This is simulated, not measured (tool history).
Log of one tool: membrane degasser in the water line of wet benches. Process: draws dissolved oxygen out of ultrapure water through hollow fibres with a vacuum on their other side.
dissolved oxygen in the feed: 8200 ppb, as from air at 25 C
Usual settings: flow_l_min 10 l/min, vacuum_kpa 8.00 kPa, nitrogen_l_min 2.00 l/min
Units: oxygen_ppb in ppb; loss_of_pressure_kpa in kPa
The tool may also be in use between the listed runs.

Run 1, hour 0.0: usual settings. Result: oxygen_ppb 74.1 ppb, loss_of_pressure_kpa 39.60 kPa.
Run 2, hour 85.6: usual settings. Result: oxygen_ppb 73.7 ppb, loss_of_pressure_kpa 39.73 kPa.
Run 3, hour 158.2: usual settings but vacuum_kpa 5.19 kPa. Result: oxygen_ppb 38.4 ppb, loss_of_pressure_kpa 39.68 kPa.
Run 4, hour 243.1: usual settings but vacuum_kpa 5.19 kPa. Result: oxygen_ppb 38.5 ppb, loss_of_pressure_kpa 39.75 kPa.
Run 5, hour 301.8: usual settings but vacuum_kpa 12.25 kPa. Result: oxygen_ppb 125.8 ppb, loss_of_pressure_kpa 39.79 kPa.
Run 6, hour 389.2: usual settings but flow_l_min 14 l/min, vacuum_kpa 12.25 kPa. Result: oxygen_ppb 180.9 ppb, loss_of_pressure_kpa 55.51 kPa.
Run 7, hour 428.6: usual settings but flow_l_min 14 l/min, vacuum_kpa 12.25 kPa. Result: oxygen_ppb 182.5 ppb, loss_of_pressure_kpa 55.91 kPa.
Run 8, hour 497.3: usual settings but vacuum_kpa 4.88 kPa. Result: oxygen_ppb 35.2 ppb, loss_of_pressure_kpa 39.95 kPa.
Run 9, hour 572.9: usual settings but vacuum_kpa 4.88 kPa. Result: oxygen_ppb 33.9 ppb, loss_of_pressure_kpa 39.65 kPa.
Run 10, hour 652.3: usual settings but vacuum_kpa 4.88 kPa, nitrogen_l_min 1.13 l/min. Result: oxygen_ppb 52.3 ppb, loss_of_pressure_kpa 39.90 kPa.
Run 11, hour 742.7: usual settings but nitrogen_l_min 2.99 l/min. Result: oxygen_ppb 53.6 ppb, loss_of_pressure_kpa 39.76 kPa.
Run 12, hour 811.8: usual settings but nitrogen_l_min 2.99 l/min. Result: oxygen_ppb 53.4 ppb, loss_of_pressure_kpa 39.84 kPa.
Run 13, hour 884.4: usual settings but nitrogen_l_min 2.99 l/min. Result: oxygen_ppb 55.0 ppb, loss_of_pressure_kpa 40.02 kPa.
Run 14, hour 933.1: usual settings but nitrogen_l_min 2.99 l/min. Result: oxygen_ppb 54.5 ppb, loss_of_pressure_kpa 39.56 kPa.
Run 15, hour 993.1: usual settings but nitrogen_l_min 2.99 l/min. Result: oxygen_ppb 55.0 ppb, loss_of_pressure_kpa 39.99 kPa.
Run 16, hour 1050.9: usual settings but flow_l_min 7 l/min, vacuum_kpa 12.82 kPa, nitrogen_l_min 0.83 l/min. Result: oxygen_ppb 211.2 ppb, loss_of_pressure_kpa 27.98 kPa.
Run 17, hour 1088.8: usual settings but flow_l_min 7 l/min, vacuum_kpa 12.82 kPa, nitrogen_l_min 0.83 l/min. Result: oxygen_ppb 208.0 ppb, loss_of_pressure_kpa 27.78 kPa.
Run 18, hour 1131.6: usual settings but flow_l_min 7 l/min, vacuum_kpa 12.82 kPa, nitrogen_l_min 0.83 l/min. Result: oxygen_ppb 208.7 ppb, loss_of_pressure_kpa 28.02 kPa.
Run 19, hour 1212.6: usual settings but nitrogen_l_min 2.69 l/min. Result: oxygen_ppb 59.5 ppb, loss_of_pressure_kpa 40.05 kPa.
Run 20, hour 1266.2: usual settings but vacuum_kpa 12.32 kPa, nitrogen_l_min 3.69 l/min. Result: oxygen_ppb 77.2 ppb, loss_of_pressure_kpa 39.77 kPa.
Run 21, hour 1321.5: usual settings but vacuum_kpa 12.32 kPa, nitrogen_l_min 3.00 l/min. Result: oxygen_ppb 91.8 ppb, loss_of_pressure_kpa 39.85 kPa.
Run 22, hour 1404.4: usual settings but vacuum_kpa 12.29 kPa, nitrogen_l_min 1.67 l/min. Result: oxygen_ppb 151.2 ppb, loss_of_pressure_kpa 39.82 kPa.
Run 23, hour 1478.2: usual settings but flow_l_min 6 l/min, vacuum_kpa 16.01 kPa. Result: oxygen_ppb 106.6 ppb, loss_of_pressure_kpa 23.81 kPa.

Forecast each of these 4 alternatives for the next run:
Run A, hour 1553.5: usual settings but flow_l_min 8 l/min. Result: oxygen_ppb ?, loss_of_pressure_kpa ?.
Run B, hour 1553.5: usual settings but vacuum_kpa 19.59 kPa, nitrogen_l_min 1.22 l/min. Result: oxygen_ppb ?, loss_of_pressure_kpa ?.
Run C, hour 1553.5: usual settings but vacuum_kpa 16.92 kPa, nitrogen_l_min 0.86 l/min. Result: oxygen_ppb ?, loss_of_pressure_kpa ?.
Run D, hour 1553.5: usual settings but flow_l_min 6 l/min, vacuum_kpa 19.45 kPa. Result: oxygen_ppb ?, loss_of_pressure_kpa ?.

run  oxygen_ppb  loss_of_pressure_kpa
  A        58.4                 32.07
  B       340.1                 39.82
  C       389.9                 40.15
  D       133.0                 23.87
Without the tool's hidden state the same runs would have given:
run  oxygen_ppb  loss_of_pressure_kpa
  A        53.1                 31.65
  B       322.1                 39.28
  C       370.4                 39.62
  D       121.0                 23.55

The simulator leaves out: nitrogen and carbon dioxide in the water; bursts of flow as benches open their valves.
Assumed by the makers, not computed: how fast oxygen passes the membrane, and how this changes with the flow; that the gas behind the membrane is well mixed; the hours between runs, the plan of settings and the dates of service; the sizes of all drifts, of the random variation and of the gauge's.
